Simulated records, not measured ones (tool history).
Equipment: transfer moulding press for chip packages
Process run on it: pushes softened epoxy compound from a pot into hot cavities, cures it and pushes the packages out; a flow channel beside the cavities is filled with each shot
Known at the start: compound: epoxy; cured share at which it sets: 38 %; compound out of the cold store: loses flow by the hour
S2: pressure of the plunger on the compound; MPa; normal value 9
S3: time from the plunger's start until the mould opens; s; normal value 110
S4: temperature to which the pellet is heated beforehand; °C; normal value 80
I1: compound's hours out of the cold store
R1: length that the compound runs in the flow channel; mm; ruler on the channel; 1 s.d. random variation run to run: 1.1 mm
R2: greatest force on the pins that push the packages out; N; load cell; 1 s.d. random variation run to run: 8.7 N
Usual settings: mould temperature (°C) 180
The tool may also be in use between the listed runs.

{"run": 1, "day": 0.0, "mould temperature (°C)": 180, "S2": 9, "S3": 110, "S4": 80, "I1": 26.9, "R1": 777, "R2": 530}
{"run": 2, "day": 0.342, "mould temperature (°C)": 180, "S2": 9, "S3": 110, "S4": 80, "I1": 11.9, "R1": 822, "R2": 580}
{"day": 0.675, "done": "cavities cleaned with cleaning compound and waxed"}
{"run": 3, "day": 0.958, "mould temperature (°C)": 180, "S2": 9, "S3": 110, "S4": 80, "I1": 30.3, "R1": 766, "R2": 673}
{"day": 1.458, "done": "plunger's sealing rings changed"}
{"run": 4, "day": 1.558, "mould temperature (°C)": 180, "S2": 9, "S3": 110, "S4": 80, "I1": 32.2, "R1": 774, "R2": 661}
{"run": 5, "day": 1.908, "mould temperature (°C)": 172, "S2": 9, "S3": 110, "S4": 80, "I1": 24.2, "R1": 833, "R2": 992}
{"run": 6, "day": 2.462, "mould temperature (°C)": 180, "S2": 9, "S3": 137, "S4": 80, "I1": 13, "R1": 833, "R2": 612}
{"day": 2.604, "done": "cavities cleaned with cleaning compound and waxed, once more"}
{"run": 7, "day": 2.967, "mould temperature (°C)": 180, "S2": 9, "S3": 110, "S4": 80, "I1": 30.9, "R1": 777, "R2": 437}
{"run": 8, "day": 3.362, "mould temperature (°C)": 180, "S2": 9, "S3": 110, "S4": 80, "I1": 34.4, "R1": 765, "R2": 489}
{"run": 9, "day": 3.804, "mould temperature (°C)": 180, "S2": 9, "S3": 110, "S4": 80, "I1": 11.2, "R1": 834, "R2": 538}
{"run": 10, "day": 4.267, "mould temperature (°C)": 180, "S2": 9, "S3": 110, "S4": 80, "I1": 25.9, "R1": 789, "R2": 561}
{"day": 4.721, "done": "cavities cleaned with cleaning compound and waxed"}
{"run": 11, "day": 4.721, "mould temperature (°C)": 180, "S2": 9, "S3": 110, "S4": 80, "I1": 40.5, "R1": 747, "R2": 394}
{"run": 12, "day": 5.233, "mould temperature (°C)": 180, "S2": 9, "S3": 110, "S4": 80, "I1": 34.8, "R1": 762, "R2": 456}
{"run": 13, "day": 5.529, "mould temperature (°C)": 180, "S2": 9, "S3": 110, "S4": 80, "I1": 14.5, "R1": 822, "R2": 517}
{"run": 14, "day": 5.896, "mould temperature (°C)": 180, "S2": 9, "S3": 110, "S4": 80, "I1": 46.4, "R1": 729, "R2": 532}
{"run": 15, "day": 6.133, "mould temperature (°C)": 175, "S2": 9.04, "S3": 110, "S4": 86, "I1": 42.1, "R1": 764, "R2": 627}
{"run": 16, "day": 6.529, "mould temperature (°C)": 180, "S2": 9, "S3": 110, "S4": 89, "I1": 12.1, "R1": 829, "R2": 583}
{"day": 6.817, "done": "cavities cleaned with cleaning compound and waxed"}
{"run": 17, "day": 6.879, "mould temperature (°C)": 175, "S2": 9, "S3": 110, "S4": 72, "I1": 37, "R1": 775, "R2": 483}
{"run": 18, "day": 7.117, "mould temperature (°C)": 180, "S2": 8.45, "S3": 125, "S4": 80, "I1": 45.4, "R1": 709, "R2": 410}
{"run": 19, "day": 7.55, "mould temperature (°C)": 180, "S2": 9, "S3": 121, "S4": 76, "I1": 42.2, "R1": 740, "R2": 472}
{"run": 20, "day": 7.908, "mould temperature (°C)": 181, "S2": 10.26, "S3": 117, "S4": 70, "I1": 10, "R1": 886, "R2": 500}
{"run": 21, "day": 8.175, "mould temperature (°C)": 181, "S2": 10.22, "S3": 117, "S4": 70, "I1": 10.5, "R1": 881, "R2": 497}
{"run": 22, "day": 8.571, "mould temperature (°C)": 181, "S2": 10.22, "S3": 117, "S4": 70, "I1": 38.1, "R1": 793, "R2": 538}
{"day": 8.95, "done": "cavities cleaned with cleaning compound and waxed"}
{"run": 23, "day": 9.083, "mould temperature (°C)": 187, "S2": 9, "S3": 138, "S4": 90, "I1": 17.9, "R1": 780, "R2": 387}
{"run": 24, "day": 9.338, "mould temperature (°C)": 181, "S2": 8.77, "S3": 120, "S4": 83, "I1": 25.4, "R1": 771, "R2": 439}
{"run": 25, "day": 9.725, "mould temperature (°C)": 181, "S2": 8.77, "S3": 120, "S4": 83, "I1": 43.7, "R1": 719, "R2": 476}

Forecast run 26:
{"run": 26, "day": 10.071, "mould temperature (°C)": 174, "S2": 9, "S3": 110, "S4": 87, "I1": 15.9, "R1": "?", "R2": "?"}

{"run 26": {"R1": 837, "R2": 689}}
If the tool had no hidden condition, the same run with the same run-to-run variation would have returned R1 850 mm, R2 501 N.

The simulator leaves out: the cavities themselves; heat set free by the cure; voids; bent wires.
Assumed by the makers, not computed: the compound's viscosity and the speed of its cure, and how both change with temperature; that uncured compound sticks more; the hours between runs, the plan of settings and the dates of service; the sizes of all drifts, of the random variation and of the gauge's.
